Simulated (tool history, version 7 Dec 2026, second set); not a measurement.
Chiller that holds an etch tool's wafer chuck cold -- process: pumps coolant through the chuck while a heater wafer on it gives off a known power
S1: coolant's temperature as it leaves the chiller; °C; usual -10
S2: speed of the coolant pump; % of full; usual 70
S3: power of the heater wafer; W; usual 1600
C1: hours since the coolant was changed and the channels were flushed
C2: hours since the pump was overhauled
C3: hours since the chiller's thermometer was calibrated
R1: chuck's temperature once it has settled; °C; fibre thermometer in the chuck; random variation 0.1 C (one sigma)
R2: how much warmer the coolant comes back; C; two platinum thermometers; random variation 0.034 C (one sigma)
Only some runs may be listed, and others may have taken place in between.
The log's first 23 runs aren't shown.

{"run": 24, "hour": 884.7, "S1": -15, "S2": 74, "S3": 1600, "C1": 2844, "C2": 2926, "C3": 1928, "R1": -4.4, "R2": 4.78}
{"run": 25, "hour": 922.6, "S1": -17, "S2": 77, "S3": 1124, "C1": 2882, "C2": 2963, "C3": 1965, "R1": -9.9, "R2": 3.29}
{"run": 26, "hour": 974.4, "S1": -17, "S2": 77, "S3": 1124, "C1": 2934, "C2": 3015, "C3": 2017, "R1": -9.8, "R2": 3.27}
{"run": 27, "hour": 1023.0, "S1": 0, "S2": 77, "S3": 1648, "C1": 2982, "C2": 3064, "C3": 2066, "R1": 10.6, "R2": 4.77}
{"run": 28, "hour": 1053.3, "S1": -6, "S2": 77, "S3": 1648, "C1": 3013, "C2": 3094, "C3": 2096, "R1": 4.6, "R2": 4.84}
{"run": 29, "hour": 1108.0, "S1": -6, "S2": 77, "S3": 1648, "C1": 3068, "C2": 3149, "C3": 2151, "R1": 4.6, "R2": 4.82}
{"run": 30, "hour": 1141.5, "S1": -1, "S2": 97, "S3": 887, "C1": 3101, "C2": 3182, "C3": 2184, "R1": 3.8, "R2": 2.09}
{"run": 31, "hour": 1172.3, "S1": -1, "S2": 97, "S3": 887, "C1": 3132, "C2": 3213, "C3": 2215, "R1": 3.8, "R2": 2.07}

Each row is a separate what-if for the run after 31, all from the same tool condition, not one after another. Results?
{"run": "A", "hour": 1196.2, "S1": -11, "S2": 63, "S3": 1848, "C1": 3156, "C2": 3237, "C3": 2239, "R1": "?", "R2": "?"}
{"run": "B", "hour": 1196.2, "S1": -14, "S2": 73, "S3": 1154, "C1": 3156, "C2": 3237, "C3": 2239, "R1": "?", "R2": "?"}
{"run": "C", "hour": 1196.2, "S1": -10, "S2": 70, "S3": 1411, "C1": 3156, "C2": 3237, "C3": 2239, "R1": "?", "R2": "?"}
{"run": "D", "hour": 1196.2, "S1": -16, "S2": 70, "S3": 944, "C1": 3156, "C2": 3237, "C3": 2239, "R1": "?", "R2": "?"}
{"run": "E", "hour": 1196.2, "S1": -19, "S2": 97, "S3": 887, "C1": 3156, "C2": 3237, "C3": 2239, "R1": "?", "R2": "?"}

run=A R1=3.2 R2=6.51
run=B R1=-6.1 R2=3.5
run=C R1=-0.3 R2=4.51
run=D R1=-9.4 R2=3.01
run=E R1=-14.1 R2=2.08
With no hidden state in the tool, these same runs would have given:
run=A R1=3.2 R2=6.5
run=B R1=-6.2 R2=3.5
run=C R1=-0.3 R2=4.51
run=D R1=-9.4 R2=3.01
run=E R1=-14.1 R2=2.08
